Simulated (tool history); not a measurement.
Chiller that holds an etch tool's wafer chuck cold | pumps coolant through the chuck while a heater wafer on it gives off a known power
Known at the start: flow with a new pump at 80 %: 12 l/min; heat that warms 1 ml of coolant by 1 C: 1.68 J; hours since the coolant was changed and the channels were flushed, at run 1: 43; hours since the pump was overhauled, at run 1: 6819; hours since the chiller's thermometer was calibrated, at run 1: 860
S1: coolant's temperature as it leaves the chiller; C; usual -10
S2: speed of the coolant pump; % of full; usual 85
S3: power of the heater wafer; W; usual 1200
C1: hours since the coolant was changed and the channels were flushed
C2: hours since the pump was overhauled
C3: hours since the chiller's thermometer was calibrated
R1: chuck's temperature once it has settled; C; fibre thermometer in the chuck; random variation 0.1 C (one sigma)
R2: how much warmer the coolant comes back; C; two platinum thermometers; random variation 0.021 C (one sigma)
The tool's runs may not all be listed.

Run 1, hour 0.0: usual settings; C1 43; C2 6819; C3 860. Result: R1 -1.5 C, R2 3.34 C.
Run 2, hour 199.1: usual settings; C1 242; C2 7018; C3 1060. Result: R1 -1.6 C, R2 3.38 C.
Run 3, hour 362.6: usual settings; C1 406; C2 7182; C3 1223. Result: R1 -1.5 C, R2 3.33 C.
At hour 425.3: coolant pump overhauled.
Run 4, hour 521.4: usual settings; C1 559; C2 96; C3 1377. Result: R1 -1.8 C, R2 3.32 C.
Run 5, hour 624.8: usual settings but S2 71 % of full; C1 663; C2 200; C3 1480. Result: R1 -0.1 C, R2 4.12 C.
Run 6, hour 720.9: usual settings but S2 90 % of full; C1 759; C2 296; C3 1576. Result: R1 -2.1 C, R2 3.18 C.
Run 7, hour 888.8: usual settings but S2 68 % of full; C1 927; C2 464; C3 1744. Result: R1 0.2 C, R2 4.37 C.
Run 8, hour 1017.8: usual settings but S2 68 % of full; C1 1056; C2 592; C3 1873. Result: R1 0.2 C, R2 4.31 C.
Run 9, hour 1209.5: usual settings; C1 1247; C2 784; C3 2065. Result: R1 -1.7 C, R2 3.41 C.
Run 10, hour 1403.2: usual settings but S3 1113 W; C1 1441; C2 978; C3 2259. Result: R1 -2.2 C, R2 3.15 C.
Run 11, hour 1491.0: usual settings but S1 -14 C, S3 1113 W; C1 1529; C2 1066; C3 2346. Result: R1 -6.2 C, R2 3.17 C.
Run 12, hour 1622.2: usual settings but S1 -14 C, S3 1113 W; C1 1660; C2 1197; C3 2478. Result: R1 -6.3 C, R2 3.16 C.
At hour 1709.1: chiller's thermometer calibrated.
Run 13, hour 1757.8: usual settings but S2 61 % of full, S3 1071 W; C1 1795; C2 1332; C3 49. Result: R1 0.0 C, R2 4.42 C.
Run 14, hour 1963.3: usual settings but S1 -18 C, S2 95 % of full, S3 1600 W; C1 2000; C2 1537; C3 254. Result: R1 -7.9 C, R2 4.06 C.
Run 15, hour 2097.4: usual settings but S1 -4 C, S2 76 % of full, S3 1600 W; C1 2134; C2 1671; C3 388. Result: R1 8.3 C, R2 5.17 C.
Run 16, hour 2271.7: usual settings but S2 63 % of full, S3 1234 W; C1 2309; C2 1845; C3 563. Result: R1 1.4 C, R2 4.95 C.
Run 17, hour 2368.2: usual settings but S1 -19 C; C1 2405; C2 1942; C3 659. Result: R1 -10.9 C, R2 3.49 C.

5 ways to go on from here, each from the tool as it stands after run 17. What would each give?
Run A, hour 2552.8: usual settings but S1 -19 C, S2 88 % of full; C1 2590; C2 2126; C3 844. Result: R1 ?, R2 ?.
Run B, hour 2552.8: usual settings but S2 62 % of full, S3 653 W; C1 2590; C2 2126; C3 844. Result: R1 ?, R2 ?.
Run C, hour 2552.8: usual settings but S3 717 W; C1 2590; C2 2126; C3 844. Result: R1 ?, R2 ?.
Run D, hour 2552.8: usual settings but S1 -3 C, S2 94 % of full, S3 1114 W; C1 2590; C2 2126; C3 844. Result: R1 ?, R2 ?.
Run E, hour 2552.8: usual settings but S1 -13 C, S2 91 % of full, S3 614 W; C1 2590; C2 2126; C3 844. Result: R1 ?, R2 ?.

run     R1    R2
  A  -11.0  3.40
  B   -4.0  2.74
  C   -5.0  2.14
  D    4.2  2.95
  E   -8.7  1.77
Without the tool's hidden state the same runs would have given:
run     R1    R2
  A  -11.0  3.23
  B   -4.0  2.58
  C   -5.0  1.98
  D    4.2  2.78
  E   -8.7  1.60
